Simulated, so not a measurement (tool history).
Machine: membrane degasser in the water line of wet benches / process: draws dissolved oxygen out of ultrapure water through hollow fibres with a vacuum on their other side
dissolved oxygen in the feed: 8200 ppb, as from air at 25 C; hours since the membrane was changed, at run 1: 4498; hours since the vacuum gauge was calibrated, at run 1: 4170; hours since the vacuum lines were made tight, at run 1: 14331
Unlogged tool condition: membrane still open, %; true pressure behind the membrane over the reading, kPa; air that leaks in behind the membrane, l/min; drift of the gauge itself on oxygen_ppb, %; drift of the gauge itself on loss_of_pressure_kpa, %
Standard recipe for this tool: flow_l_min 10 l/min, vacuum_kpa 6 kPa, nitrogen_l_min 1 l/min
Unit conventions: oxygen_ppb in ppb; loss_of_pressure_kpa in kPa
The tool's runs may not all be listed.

run	hour	flow_l_min	vacuum_kpa	nitrogen_l_min	hours since the membrane was changed	hours since the vacuum gauge was calibrated	hours since the vacuum lines were made tight	oxygen_ppb	loss_of_pressure_kpa
1	0	10	6	1	4498	4170	14331	88	39.66
2	111.5	10	6	1	4609	4282	14442	88.2	39.79
3	194.4	10	6	1	4692	4365	14525	87.4	39.83
# hour 250.7: seals of the vacuum lines changed
4	255.6	10	6	1	4751	4424	5	87	39.81
5	373.8	10	6	1	4870	4542	123	85.7	40.01
6	486.7	10	6	1	4983	4655	236	86.8	39.99
7	566.2	10	6	1	5062	4734	316	87.5	39.8
8	689.2	10	6	1	5185	4858	439	85.5	39.83
9	798.6	10	6	1	5294	4967	548	85.7	39.83
10	879	10	6	1	5375	5047	628	86.3	40.24
11	986	10	6	1	5482	5154	735	87.3	40.26
12	1049.9	10	4.93	1	5546	5218	799	63.2	39.87
13	1157.7	10	12.12	0.6	5654	5326	907	354.4	40
14	1239.1	16	6.63	2	5735	5407	988	119.8	63.91
15	1295.8	12	6	0.51	5792	5464	1045	180.8	47.7
16	1361.1	15	4.54	1.51	5857	5529	1110	80.3	60.21
17	1468.2	10	10.18	0.47	5964	5636	1217	345.7	40.12
18	1546.8	10	10.18	0.47	6043	5715	1296	346.5	40.28
19	1641.5	14	5.47	1	6137	5810	1391	116.7	56.15
20	1709.8	14	5.47	1	6206	5878	1459	118.1	56.62
21	1833.4	10	6	1.14	6329	6002	1583	80.1	39.94

4 ways to go on from here, each from the tool as it stands after run 21. What would each give?
A	1896.8	15	13.64	1.03	6393	6065	1646	?	?
B	1896.8	9	6	2.36	6393	6065	1646	?	?
C	1896.8	11	9.94	0.87	6393	6065	1646	?	?
D	1896.8	16	7.83	1.45	6393	6065	1646	?	?

run	oxygen_ppb	loss_of_pressure_kpa
A	384.2	60.54
B	41.1	36.16
C	224.6	44.32
D	171.9	63.97
Stripped of hidden state, with their random variation kept, the same runs would have yielded:
run	oxygen_ppb	loss_of_pressure_kpa
A	371.9	59.24
B	37.1	35.38
C	214.8	43.37
D	160.5	62.59
